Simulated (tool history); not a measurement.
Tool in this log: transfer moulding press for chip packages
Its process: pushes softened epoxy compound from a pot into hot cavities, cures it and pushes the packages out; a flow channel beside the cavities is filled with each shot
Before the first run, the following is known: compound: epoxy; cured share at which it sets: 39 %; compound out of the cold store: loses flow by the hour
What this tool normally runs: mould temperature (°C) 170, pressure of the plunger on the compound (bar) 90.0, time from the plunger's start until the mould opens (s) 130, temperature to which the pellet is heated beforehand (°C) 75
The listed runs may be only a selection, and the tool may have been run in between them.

run   hour  mould temperature (°C)  pressure of the plunger on the compound (bar)  time from the plunger's start until the mould opens (s)  temperature to which the pellet is heated beforehand (°C)  incoming compound's hours out of the cold store  length that the compound runs in the flow channel (mm)  greatest force on the pins that push the packages out (N)
  1    0.0                     170                                           90.0                                                      130                                                         75                                             37.6                                                     745                                                        389
  2   10.2                     170                                           90.0                                                      130                                                         75                                             41.2                                                     740                                                        413
  3   22.9                     170                                           90.0                                                      130                                                         75                                             16.0                                                     850                                                        447
  4   29.8                     170                                           90.0                                                      130                                                         75                                              8.1                                                     914                                                        481
  5   38.5                     170                                           90.0                                                      130                                                         75                                             18.2                                                     836                                                        473
  6   48.1                     170                                           90.0                                                      130                                                         75                                             44.2                                                     718                                                        477
  7   55.5                     170                                           90.0                                                      130                                                         75                                             43.3                                                     737                                                        496
  8   64.9                     170                                           90.0                                                      130                                                         75                                             12.8                                                     892                                                        523
      74.3  -- cavities cleaned with cleaning compound and waxed
  9   76.2                     165                                           90.0                                                      130                                                         75                                             40.6                                                     746                                                        721
 10   87.6                     165                                           90.0                                                      130                                                         75                                             20.9                                                     856                                                        752
 11   99.3                     165                                           90.0                                                      130                                                         75                                             34.7                                                     792                                                        761
 12  107.9                     169                                           90.0                                                      130                                                         75                                             37.9                                                     754                                                        663
     116.9  -- cavities cleaned with cleaning compound and waxed, once more
 13  122.4                     169                                           90.0                                                      130                                                         75                                              8.7                                                     913                                                        383
 14  129.4                     169                                           99.1                                                      130                                                         75                                             18.8                                                     885                                                        388
 15  138.9                     175                                           90.6                                                      115                                                         74                                             13.1                                                     831                                                        400
 16  147.3                     167                                           90.0                                                      130                                                         83                                             13.4                                                     887                                                        481
 17  157.6                     167                                           90.0                                                      130                                                         83                                             37.3                                                     760                                                        468
 18  167.5                     167                                           90.0                                                      130                                                         83                                             20.8                                                     834                                                        526
 19  178.7                     167                                           90.0                                                      130                                                         66                                             39.2                                                     761                                                        525
 20  187.0                     170                                           77.7                                                      130                                                         84                                             44.7                                                     667                                                        473
 21  193.6                     170                                           77.7                                                      130                                                         84                                             45.8                                                     649                                                        485
 22  205.9                     170                                           77.7                                                      130                                                         84                                             39.1                                                     691                                                        507
     208.2  -- cavities cleaned with cleaning compound and waxed
 23  215.4                     170                                           77.7                                                      130                                                         84                                             13.3                                                     783                                                        361
 24  222.5                     170                                           77.7                                                      130                                                         84                                             27.0                                                     725                                                        368
 25  228.8                     176                                           90.0                                                      163                                                         75                                             11.7                                                     841                                                        347
 26  242.5                     176                                           90.0                                                      163                                                         75                                             12.6                                                     844                                                        386
 27  249.1                     174                                           85.1                                                      148                                                         84                                             13.9                                                     809                                                        408
 28  263.2                     174                                           85.1                                                      148                                                         84                                             28.5                                                     741                                                        426

Some steps in length that the compound runs in the flow channel (mm) between neighbouring runs. How much of each would the tool show without its hidden state too (settings, what came in, random variation), and how much is left for the hidden state, with any gauge scatter that isn't in both results?
Hidden conditions of the tool in this case: true mould temperature over the reading, C; pressure that reaches the compound, % of what is set; grip of the stained cavities, % over clean ones'; drift of the gauge itself on flow_mm, %; drift of the gauge itself on push_out_n, %.
Run 7 -> 8: no setting touched and nothing written in the log between the runs. length that the compound runs in the flow channel (mm) +155: hidden state -7, all else +162.
Run 12 -> 13: cavities cleaned with cleaning compound and waxed, once more. length that the compound runs in the flow channel (mm) +159: hidden state -7, all else +166.
